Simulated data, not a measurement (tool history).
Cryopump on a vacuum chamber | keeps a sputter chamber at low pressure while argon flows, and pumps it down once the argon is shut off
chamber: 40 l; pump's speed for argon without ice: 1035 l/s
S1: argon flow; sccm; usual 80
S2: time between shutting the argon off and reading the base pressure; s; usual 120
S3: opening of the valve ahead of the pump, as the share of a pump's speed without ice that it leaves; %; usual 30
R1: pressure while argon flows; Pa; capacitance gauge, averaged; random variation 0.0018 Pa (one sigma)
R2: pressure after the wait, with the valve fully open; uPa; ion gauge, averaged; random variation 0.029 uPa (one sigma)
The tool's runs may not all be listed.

Run 1, day 0: usual settings. Result: R1 0.4485 Pa, R2 1.85 uPa.
Run 2, day 0.662: usual settings but S1 36 sccm. Result: R1 0.2022 Pa, R2 1.91 uPa.
Run 3, day 1.279: usual settings but S1 36 sccm. Result: R1 0.2021 Pa, R2 1.88 uPa.
Run 4, day 1.8: usual settings but S2 179 s. Result: R1 0.4536 Pa, R2 1.53 uPa.
Run 5, day 2.408: usual settings but S2 179 s. Result: R1 0.4508 Pa, R2 1.53 uPa.
Run 6, day 2.854: usual settings but S2 22 s. Result: R1 0.4537 Pa, R2 7.04 uPa.
Run 7, day 3.371: usual settings but S2 154 s. Result: R1 0.4528 Pa, R2 1.7 uPa.
Run 8, day 4.025: usual settings but S2 25 s. Result: R1 0.4523 Pa, R2 6.24 uPa.
Run 9, day 4.571: usual settings but S2 25 s. Result: R1 0.4503 Pa, R2 6.27 uPa.
Run 10, day 5.262: usual settings but S2 25 s. Result: R1 0.449 Pa, R2 6.21 uPa.
Run 11, day 5.738: usual settings but S2 25 s. Result: R1 0.457 Pa, R2 6.48 uPa.
Run 12, day 6.404: usual settings but S2 25 s. Result: R1 0.4567 Pa, R2 6.25 uPa.
Run 13, day 6.725: usual settings but S1 75 sccm. Result: R1 0.422 Pa, R2 2.05 uPa.
Run 14, day 7.212: usual settings but S1 49 sccm. Result: R1 0.2785 Pa, R2 2.07 uPa.
Run 15, day 7.838: usual settings but S3 26 %. Result: R1 0.5191 Pa, R2 2.12 uPa.
Run 16, day 8.254: usual settings but S2 198 s, S3 15 %. Result: R1 0.893 Pa, R2 1.68 uPa.
Run 17, day 9.029: usual settings but S1 138 sccm, S2 242 s, S3 15 %. Result: R1 1.5445 Pa, R2 1.6 uPa.
Run 18, day 9.383: usual settings but S1 116 sccm, S2 210 s. Result: R1 0.6642 Pa, R2 1.77 uPa.
Run 19, day 9.883: usual settings but S1 37 sccm, S2 210 s, S3 24 %. Result: R1 0.2631 Pa, R2 1.66 uPa.
Run 20, day 10.483: usual settings but S1 32 sccm, S2 210 s, S3 39 %. Result: R1 0.143 Pa, R2 1.78 uPa.
Run 21, day 11.254: usual settings but S1 32 sccm, S2 210 s, S3 47 %. Result: R1 0.1195 Pa, R2 1.74 uPa.
Run 22, day 11.612: usual settings but S1 32 sccm, S2 210 s, S3 47 %. Result: R1 0.1193 Pa, R2 1.71 uPa.
Run 23, day 12.179: usual settings but S1 57 sccm, S2 117 s, S3 19 %. Result: R1 0.5064 Pa, R2 2.25 uPa.
Run 24, day 12.854: usual settings but S1 57 sccm, S2 117 s, S3 19 %. Result: R1 0.5091 Pa, R2 2.25 uPa.
Run 25, day 13.246: usual settings but S1 60 sccm, S3 48 %. Result: R1 0.2189 Pa, R2 2.26 uPa.

The next listed run, before its measurement:
Run 26, day 13.908: usual settings but S1 61 sccm, S2 69 s, S3 16 %. Result: R1 ?, R2 ?.

Run 26 gave R1 0.6441 Pa, R2 3.12 uPa.
Without the tool's hidden state the same run would have given R1 0.6267 Pa, R2 2.22 uPa.

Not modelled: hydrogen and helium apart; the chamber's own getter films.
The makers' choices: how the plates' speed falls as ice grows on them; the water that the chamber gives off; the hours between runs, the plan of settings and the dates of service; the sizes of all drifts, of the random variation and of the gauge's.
